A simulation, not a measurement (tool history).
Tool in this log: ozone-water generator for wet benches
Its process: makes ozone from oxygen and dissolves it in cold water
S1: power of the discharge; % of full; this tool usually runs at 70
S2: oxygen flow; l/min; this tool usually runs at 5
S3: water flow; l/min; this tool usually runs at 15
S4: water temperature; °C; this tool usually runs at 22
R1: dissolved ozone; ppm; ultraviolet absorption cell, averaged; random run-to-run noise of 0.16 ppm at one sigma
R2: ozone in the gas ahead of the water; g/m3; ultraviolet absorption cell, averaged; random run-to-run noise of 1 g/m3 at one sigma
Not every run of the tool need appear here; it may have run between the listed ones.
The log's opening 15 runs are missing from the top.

run 16 hour=577.1 | S1=70 S2=5 S3=15 S4=22 | R1=20.6 R2=179
run 17 hour=607.7 | S1=70 S2=5 S3=19 S4=22 | R1=17.6 R2=178.2
-- hour=622.8 water thermometer calibrated
run 18 hour=650.2 | S1=70 S2=5 S3=19 S4=22 | R1=17.5 R2=179.5
run 19 hour=694.9 | S1=70 S2=5 S3=19 S4=22 | R1=17.5 R2=178.6
run 20 hour=737.8 | S1=70 S2=2.52 S3=12 S4=27 | R1=23.3 R2=260.8
run 21 hour=764.5 | S1=67 S2=8.91 S3=12 S4=17 | R1=22.3 R2=125.4
run 22 hour=806.3 | S1=67 S2=8.91 S3=12 S4=17 | R1=22.5 R2=125.6
run 23 hour=829.8 | S1=73 S2=5.12 S3=17 S4=22 | R1=19.6 R2=184
run 24 hour=856.5 | S1=70 S2=2.7 S3=19 S4=22 | R1=17.2 R2=251.8
run 25 hour=896.7 | S1=70 S2=2.7 S3=19 S4=19 | R1=17.6 R2=250
run 26 hour=932.7 | S1=92 S2=5.59 S3=10 S4=26 | R1=30.7 R2=217.2
run 27 hour=965.8 | S1=61 S2=6.6 S3=10 S4=26 | R1=19.7 R2=133.7
run 28 hour=1017.4 | S1=83 S2=5 S3=15 S4=18 | R1=25.9 R2=209.6
run 29 hour=1065.3 | S1=83 S2=5 S3=15 S4=18 | R1=25.9 R2=207.8
run 30 hour=1106.8 | S1=73 S2=3.48 S3=20 S4=22 | R1=17.3 R2=226.5
run 31 hour=1151 | S1=73 S2=3.48 S3=20 S4=22 | R1=17.3 R2=226.9
run 32 hour=1190.4 | S1=70 S2=2.5 S3=15 S4=16 | R1=22.5 R2=261.5
run 33 hour=1224.4 | S1=70 S2=4.21 S3=15 S4=22 | R1=20.8 R2=194.6

4 options for the next run, each taken on its own from the tool as it stands now. Forecast them:
run A hour=1269.6 | S1=70 S2=8.26 S3=10 S4=22 | R1=? R2=?
run B hour=1269.6 | S1=70 S2=4.21 S3=23 S4=28 | R1=? R2=?
run C hour=1269.6 | S1=70 S2=4.24 S3=11 S4=16 | R1=? R2=?
run D hour=1269.6 | S1=70 S2=5 S3=13 S4=22 | R1=? R2=?

run=A R1=23.5 R2=134.6
run=B R1=13.7 R2=198.3
run=C R1=28.4 R2=194.4
run=D R1=22.6 R2=178.3
With no hidden state in the tool, these same runs would have given:
run=A R1=23.5 R2=134.6
run=B R1=13.7 R2=198.3
run=C R1=28.4 R2=194.4
run=D R1=22.6 R2=178.4
